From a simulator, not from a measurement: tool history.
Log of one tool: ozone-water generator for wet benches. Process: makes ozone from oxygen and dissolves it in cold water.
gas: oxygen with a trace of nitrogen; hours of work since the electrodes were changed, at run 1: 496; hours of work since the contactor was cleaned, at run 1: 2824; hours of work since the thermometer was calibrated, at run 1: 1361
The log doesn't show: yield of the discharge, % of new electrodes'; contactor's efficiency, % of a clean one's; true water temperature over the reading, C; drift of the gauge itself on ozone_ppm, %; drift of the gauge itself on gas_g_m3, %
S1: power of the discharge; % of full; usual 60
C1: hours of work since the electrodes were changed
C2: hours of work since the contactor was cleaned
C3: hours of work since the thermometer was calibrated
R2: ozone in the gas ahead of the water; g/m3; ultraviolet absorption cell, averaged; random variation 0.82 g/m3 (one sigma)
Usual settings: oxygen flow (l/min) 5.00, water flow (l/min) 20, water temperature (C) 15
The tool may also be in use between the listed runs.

{"run": 1, "hour": 0.0, "S1": 60, "oxygen flow (l/min)": 5.0, "water flow (l/min)": 20, "water temperature (C)": 15, "C1": 496, "C2": 2824, "C3": 1361, "dissolved ozone (ppm)": 10.8, "R2": 125.1}
{"run": 2, "hour": 29.4, "S1": 66, "oxygen flow (l/min)": 5.0, "water flow (l/min)": 20, "water temperature (C)": 15, "C1": 517, "C2": 2844, "C3": 1381, "dissolved ozone (ppm)": 11.6, "R2": 134.3}
{"run": 3, "hour": 47.4, "S1": 60, "oxygen flow (l/min)": 3.44, "water flow (l/min)": 20, "water temperature (C)": 15, "C1": 529, "C2": 2857, "C3": 1394, "dissolved ozone (ppm)": 10.9, "R2": 160.4}
{"run": 4, "hour": 83.9, "S1": 60, "oxygen flow (l/min)": 3.57, "water flow (l/min)": 20, "water temperature (C)": 15, "C1": 554, "C2": 2882, "C3": 1419, "dissolved ozone (ppm)": 10.8, "R2": 156.5}
{"run": 5, "hour": 120.8, "S1": 60, "oxygen flow (l/min)": 3.57, "water flow (l/min)": 20, "water temperature (C)": 15, "C1": 580, "C2": 2907, "C3": 1445, "dissolved ozone (ppm)": 10.8, "R2": 156.5}
{"run": 6, "hour": 139.9, "S1": 60, "oxygen flow (l/min)": 3.57, "water flow (l/min)": 20, "water temperature (C)": 15, "C1": 593, "C2": 2921, "C3": 1458, "dissolved ozone (ppm)": 10.8, "R2": 158.0}
{"run": 7, "hour": 158.3, "S1": 60, "oxygen flow (l/min)": 3.57, "water flow (l/min)": 20, "water temperature (C)": 15, "C1": 606, "C2": 2933, "C3": 1471, "dissolved ozone (ppm)": 10.7, "R2": 158.6}
{"run": 8, "hour": 188.4, "S1": 60, "oxygen flow (l/min)": 3.57, "water flow (l/min)": 20, "water temperature (C)": 21, "C1": 627, "C2": 2954, "C3": 1491, "dissolved ozone (ppm)": 10.1, "R2": 156.3}
{"run": 9, "hour": 208.5, "S1": 60, "oxygen flow (l/min)": 5.0, "water flow (l/min)": 20, "water temperature (C)": 9, "C1": 641, "C2": 2968, "C3": 1505, "dissolved ozone (ppm)": 11.3, "R2": 126.4}
{"run": 10, "hour": 231.2, "S1": 60, "oxygen flow (l/min)": 5.0, "water flow (l/min)": 20, "water temperature (C)": 9, "C1": 656, "C2": 2984, "C3": 1521, "dissolved ozone (ppm)": 11.3, "R2": 126.4}
{"run": 11, "hour": 273.0, "S1": 60, "oxygen flow (l/min)": 5.0, "water flow (l/min)": 20, "water temperature (C)": 9, "C1": 685, "C2": 3013, "C3": 1550, "dissolved ozone (ppm)": 11.6, "R2": 126.3}
{"run": 12, "hour": 291.8, "S1": 60, "oxygen flow (l/min)": 5.0, "water flow (l/min)": 20, "water temperature (C)": 9, "C1": 698, "C2": 3026, "C3": 1563, "dissolved ozone (ppm)": 11.6, "R2": 124.4}
{"run": 13, "hour": 324.3, "S1": 60, "oxygen flow (l/min)": 6.7, "water flow (l/min)": 20, "water temperature (C)": 9, "C1": 721, "C2": 3048, "C3": 1585, "dissolved ozone (ppm)": 11.0, "R2": 103.5}
{"hour": 330.8, "done": "contactor cleaned"}
{"run": 14, "hour": 346.3, "S1": 60, "oxygen flow (l/min)": 4.6, "water flow (l/min)": 16, "water temperature (C)": 13, "C1": 733, "C2": 11, "C3": 1598, "dissolved ozone (ppm)": 13.4, "R2": 132.7}
{"run": 15, "hour": 379.9, "S1": 50, "oxygen flow (l/min)": 5.0, "water flow (l/min)": 12, "water temperature (C)": 15, "C1": 756, "C2": 34, "C3": 1621, "dissolved ozone (ppm)": 14.0, "R2": 107.8}
{"run": 16, "hour": 404.5, "S1": 60, "oxygen flow (l/min)": 3.25, "water flow (l/min)": 18, "water temperature (C)": 15, "C1": 773, "C2": 51, "C3": 1638, "dissolved ozone (ppm)": 11.4, "R2": 166.6}
{"run": 17, "hour": 423.6, "S1": 60, "oxygen flow (l/min)": 3.25, "water flow (l/min)": 18, "water temperature (C)": 15, "C1": 787, "C2": 64, "C3": 1651, "dissolved ozone (ppm)": 11.6, "R2": 166.4}
{"run": 18, "hour": 441.5, "S1": 68, "oxygen flow (l/min)": 7.07, "water flow (l/min)": 20, "water temperature (C)": 16, "C1": 799, "C2": 77, "C3": 1664, "dissolved ozone (ppm)": 10.5, "R2": 109.1}
{"run": 19, "hour": 462.0, "S1": 60, "oxygen flow (l/min)": 3.49, "water flow (l/min)": 24, "water temperature (C)": 15, "C1": 813, "C2": 91, "C3": 1678, "dissolved ozone (ppm)": 8.5, "R2": 158.0}
{"run": 20, "hour": 499.4, "S1": 60, "oxygen flow (l/min)": 2.86, "water flow (l/min)": 24, "water temperature (C)": 8, "C1": 839, "C2": 117, "C3": 1704, "dissolved ozone (ppm)": 8.7, "R2": 182.7}
{"run": 21, "hour": 529.8, "S1": 60, "oxygen flow (l/min)": 5.0, "water flow (l/min)": 20, "water temperature (C)": 18, "C1": 860, "C2": 138, "C3": 1725, "dissolved ozone (ppm)": 9.6, "R2": 125.0}

4 ways to go on from here, each from the tool as it stands after run 21. What would each give?
{"run": "A", "hour": 551.3, "S1": 55, "oxygen flow (l/min)": 4.87, "water flow (l/min)": 20, "water temperature (C)": 18, "C1": 875, "C2": 153, "C3": 1740, "dissolved ozone (ppm)": "?", "R2": "?"}
{"run": "B", "hour": 551.3, "S1": 60, "oxygen flow (l/min)": 5.0, "water flow (l/min)": 20, "water temperature (C)": 15, "C1": 875, "C2": 153, "C3": 1740, "dissolved ozone (ppm)": "?", "R2": "?"}
{"run": "C", "hour": 551.3, "S1": 60, "oxygen flow (l/min)": 5.02, "water flow (l/min)": 20, "water temperature (C)": 15, "C1": 875, "C2": 153, "C3": 1740, "dissolved ozone (ppm)": "?", "R2": "?"}
{"run": "D", "hour": 551.3, "S1": 40, "oxygen flow (l/min)": 5.0, "water flow (l/min)": 20, "water temperature (C)": 8, "C1": 875, "C2": 153, "C3": 1740, "dissolved ozone (ppm)": "?", "R2": "?"}

run=A dissolved_ozone_(ppm)=9.1 R2=119.4
run=B dissolved_ozone_(ppm)=9.9 R2=125.0
run=C dissolved_ozone_(ppm)=10.2 R2=124.5
run=D dissolved_ozone_(ppm)=8.1 R2=90.1
Without the tool's hidden state the same runs would have given:
run=A dissolved_ozone_(ppm)=10.4 R2=122.8
run=B dissolved_ozone_(ppm)=11.4 R2=128.8
run=C dissolved_ozone_(ppm)=11.6 R2=128.3
run=D dissolved_ozone_(ppm)=9.1 R2=91.8
